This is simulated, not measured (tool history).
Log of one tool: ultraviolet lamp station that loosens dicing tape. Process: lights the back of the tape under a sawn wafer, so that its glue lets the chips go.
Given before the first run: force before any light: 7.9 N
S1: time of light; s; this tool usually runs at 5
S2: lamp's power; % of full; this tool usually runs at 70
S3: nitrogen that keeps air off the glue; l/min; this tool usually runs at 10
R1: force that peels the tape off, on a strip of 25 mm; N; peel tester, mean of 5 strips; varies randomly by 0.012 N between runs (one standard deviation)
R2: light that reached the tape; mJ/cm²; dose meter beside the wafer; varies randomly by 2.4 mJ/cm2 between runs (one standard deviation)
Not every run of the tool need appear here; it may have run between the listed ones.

| run | hour | S1 | S2 | S3 | R1 | R2 |
|---|---|---|---|---|---|---|
| 1 | 0 | 5 | 70 | 10 | 0.742 | 229 |
| 2 | 22.1 | 5 | 70 | 6 | 1.142 | 223 |
| 3 | 37.4 | 5 | 70 | 6 | 1.169 | 225 |
| 4 | 66.2 | 5 | 70 | 6 | 1.167 | 220 |
| 5 | 88.6 | 5 | 70 | 6 | 1.221 | 227 |
| 6 | 103.6 | 5 | 70 | 6 | 1.184 | 219 |
| 7 | 131.6 | 5 | 70 | 6 | 1.215 | 220 |
| 8 | 151 | 5 | 70 | 6 | 1.25 | 220 |
| 9 | 162.7 | 5 | 70 | 10 | 0.819 | 215 |
| 10 | 187.6 | 5 | 70 | 10 | 0.816 | 214 |
| 11 | 215.2 | 5 | 70 | 10 | 0.835 | 211 |
| 12 | 231 | 9 | 78 | 10 | 0.146 | 423 |
| 13 | 247.9 | 9 | 78 | 10 | 0.135 | 427 |
| 14 | 267.5 | 3 | 62 | 10 | 2.42 | 110 |
| 15 | 283.3 | 3 | 62 | 10 | 2.349 | 112 |
| 16 | 299.2 | 3 | 85 | 10 | 1.555 | 153 |
| 17 | 314.2 | 3 | 70 | 7 | 2.43 | 124 |
| 18 | 339.1 | 5 | 85 | 5 | 1.026 | 255 |
| 19 | 354.6 | 4 | 91 | 10 | 0.838 | 211 |
| 20 | 371 | 4 | 91 | 10 | 0.866 | 212 |

4 options for the next run, each taken on its own from the tool as it stands now. Forecast them:
| A | 396.7 | 8 | 91 | 10 | ? | ? |
| B | 396.7 | 4 | 65 | 10 | ? | ? |
| C | 396.7 | 5 | 70 | 7 | ? | ? |
| D | 396.7 | 4 | 91 | 6 | ? | ? |

| run | R1 | R2 |
|---|---|---|
| A | 0.158 | 417 |
| B | 1.534 | 152 |
| C | 1.227 | 206 |
| D | 1.273 | 211 |
What these runs would have given with no unlogged condition in the tool:
| run | R1 | R2 |
|---|---|---|
| A | 0.1 | 540 |
| B | 0.975 | 196 |
| C | 0.736 | 265 |
| D | 0.77 | 272 |
